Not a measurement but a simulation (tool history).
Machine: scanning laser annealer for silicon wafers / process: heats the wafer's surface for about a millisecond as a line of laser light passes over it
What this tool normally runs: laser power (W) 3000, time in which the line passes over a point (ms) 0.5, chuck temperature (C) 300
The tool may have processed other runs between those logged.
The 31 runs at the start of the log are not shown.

run,hour,laser power (W),time in which the line passes over a point (ms),chuck temperature (C),hours of work since the window was cleaned,hours of work since the power meter was calibrated,hours of work since the optics were aligned,highest temperature of the surface (C)
32,386.7,3000,0.424,300,667,357,1060,1012
33,403.5,3000,0.561,269,675,365,1068,1076
34,412.5,3000,0.561,269,680,369,1072,1075
35,428.4,2577,0.454,270,687,377,1080,899
36,439,2592,0.418,300,693,383,1086,907
37,449,2592,0.418,321,698,388,1091,929
38,462.5,3097,0.492,309,705,394,1097,1092
39,475.8,3250,0.452,325,711,401,1104,1123
40,486.4,2588,0.452,294,717,406,1109,922

3 options for the next run, each taken on its own from the tool as it stands now. Forecast them:
A,497.2,3265,0.5,300,722,412,1115,?
B,497.2,3195,0.392,305,722,412,1115,?
C,497.2,2567,0.504,294,722,412,1115,?

run,highest temperature of the surface (C)
A,1135
B,1039
C,948
With the hidden condition removed and each run's random variation left untouched, the same runs would have given:
run,highest temperature of the surface (C)
A,1166
B,1066
C,972
